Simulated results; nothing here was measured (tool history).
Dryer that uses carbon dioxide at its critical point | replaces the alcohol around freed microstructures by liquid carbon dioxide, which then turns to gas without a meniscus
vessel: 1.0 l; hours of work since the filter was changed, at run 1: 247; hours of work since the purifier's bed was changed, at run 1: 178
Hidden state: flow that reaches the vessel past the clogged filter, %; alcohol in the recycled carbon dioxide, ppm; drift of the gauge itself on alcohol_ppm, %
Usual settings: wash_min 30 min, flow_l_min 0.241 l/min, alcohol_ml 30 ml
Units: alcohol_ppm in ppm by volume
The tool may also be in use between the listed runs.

| run | hour | wash_min | flow_l_min | alcohol_ml | hours of work since the filter was changed | hours of work since the purifier's bed was changed | alcohol_ppm |
|---|---|---|---|---|---|---|---|
| 1 | 0 | 30 | 0.241 | 30 | 247 | 178 | 100 |
| 2 | 13.8 | 30 | 0.241 | 30 | 252 | 183 | 101 |
| 3 | 21.4 | 30 | 0.241 | 25 | 255 | 186 | 81 |
| 4 | 33.4 | 31 | 0.241 | 30 | 260 | 191 | 89 |
| 5 | 45.9 | 30 | 0.226 | 30 | 265 | 196 | 125 |
| 6 | 53.5 | 36 | 0.241 | 30 | 268 | 199 | 36 |
| 7 | 63.6 | 30 | 0.241 | 30 | 272 | 203 | 101 |
| 8 | 73.2 | 30 | 0.241 | 30 | 276 | 207 | 101 |
| 9 | 82.1 | 30 | 0.241 | 30 | 279 | 210 | 90 |
| 10 | 94.6 | 30 | 0.241 | 30 | 284 | 215 | 97 |
| 11 | 104.3 | 30 | 0.241 | 27 | 288 | 219 | 89 |
| 12 | 116.7 | 30 | 0.241 | 27 | 293 | 224 | 96 |
| 13 | 126 | 30 | 0.241 | 27 | 297 | 227 | 93 |
| 14 | 139.9 | 30 | 0.241 | 27 | 302 | 233 | 102 |
| 15 | 148.8 | 30 | 0.241 | 25 | 306 | 236 | 91 |
| 16 | 163.7 | 30 | 0.168 | 30 | 312 | 242 | 547 |
| 17 | 177.5 | 30 | 0.168 | 30 | 317 | 248 | 546 |
| 18 | 194.6 | 30 | 0.344 | 30 | 324 | 255 | 26 |
| 19 | 203.7 | 30 | 0.241 | 30 | 328 | 258 | 107 |
| 20 | 219.5 | 30 | 0.241 | 30 | 334 | 264 | 120 |
| 21 | 229.4 | 30 | 0.241 | 30 | 338 | 268 | 113 |
| 22 | 242.7 | 30 | 0.241 | 30 | 343 | 274 | 116 |
| 23 | 253.3 | 37 | 0.241 | 30 | 347 | 278 | 51 |
| 24 | 263.8 | 43 | 0.409 | 21 | 351 | 282 | 13 |
| 25 | 277.1 | 30 | 0.235 | 22 | 357 | 287 | 103 |
| 26 | 294.4 | 30 | 0.235 | 22 | 363 | 294 | 109 |
| 27 | 304.7 | 30 | 0.235 | 22 | 368 | 298 | 107 |
| 28 | 320.4 | 28 | 0.235 | 24 | 374 | 304 | 144 |
| 29 | 332.5 | 43 | 0.302 | 55 | 379 | 309 | 25 |
| 30 | 342.2 | 26 | 0.278 | 21 | 382 | 313 | 103 |
| 31 | 355.2 | 26 | 0.278 | 21 | 388 | 318 | 99 |
| 32 | 365.3 | 46 | 0.278 | 43 | 392 | 322 | 25 |
| 33 | 373 | 46 | 0.278 | 43 | 395 | 325 | 11 |
| 34 | 384.7 | 46 | 0.374 | 43 | 399 | 330 | 24 |
| 35 | 393.6 | 22 | 0.238 | 50 | 403 | 333 | 910 |
| 36 | 401.6 | 22 | 0.238 | 50 | 406 | 337 | 872 |
| 37 | 414.1 | 20 | 0.285 | 39 | 411 | 341 | 481 |
|  | 426.2 | inlet filter changed |
| 38 | 431.8 | 20 | 0.273 | 110 | 2 | 348 | 761 |
| 39 | 440.5 | 30 | 0.158 | 30 | 6 | 352 | 426 |
| 40 | 453.2 | 22 | 0.212 | 30 | 11 | 357 | 473 |
| 41 | 465 | 46 | 0.165 | 30 | 15 | 361 | 56 |
| 42 | 477.3 | 28 | 0.183 | 69 | 20 | 366 | 690 |
| 43 | 487.8 | 23 | 0.241 | 29 | 24 | 370 | 218 |
| 44 | 500.5 | 22 | 0.241 | 30 | 29 | 375 | 259 |
| 45 | 517.7 | 30 | 0.241 | 26 | 36 | 382 | 64 |
| 46 | 532.2 | 30 | 0.241 | 26 | 42 | 388 | 65 |

4 ways to go on from here, each from the tool as it stands after run 46. What would each give?
| A | 542.1 | 25 | 0.241 | 43 | 46 | 392 | ? |
| B | 542.1 | 30 | 0.241 | 28 | 46 | 392 | ? |
| C | 542.1 | 30 | 0.19 | 22 | 46 | 392 | ? |
| D | 542.1 | 34 | 0.261 | 42 | 46 | 392 | ? |

| run | alcohol_ppm |
|---|---|
| A | 221 |
| B | 66 |
| C | 151 |
| D | 30 |
Without the tool's hidden state the same runs would have given:
| run | alcohol_ppm |
|---|---|
| A | 181 |
| B | 40 |
| C | 118 |
| D | 5 |

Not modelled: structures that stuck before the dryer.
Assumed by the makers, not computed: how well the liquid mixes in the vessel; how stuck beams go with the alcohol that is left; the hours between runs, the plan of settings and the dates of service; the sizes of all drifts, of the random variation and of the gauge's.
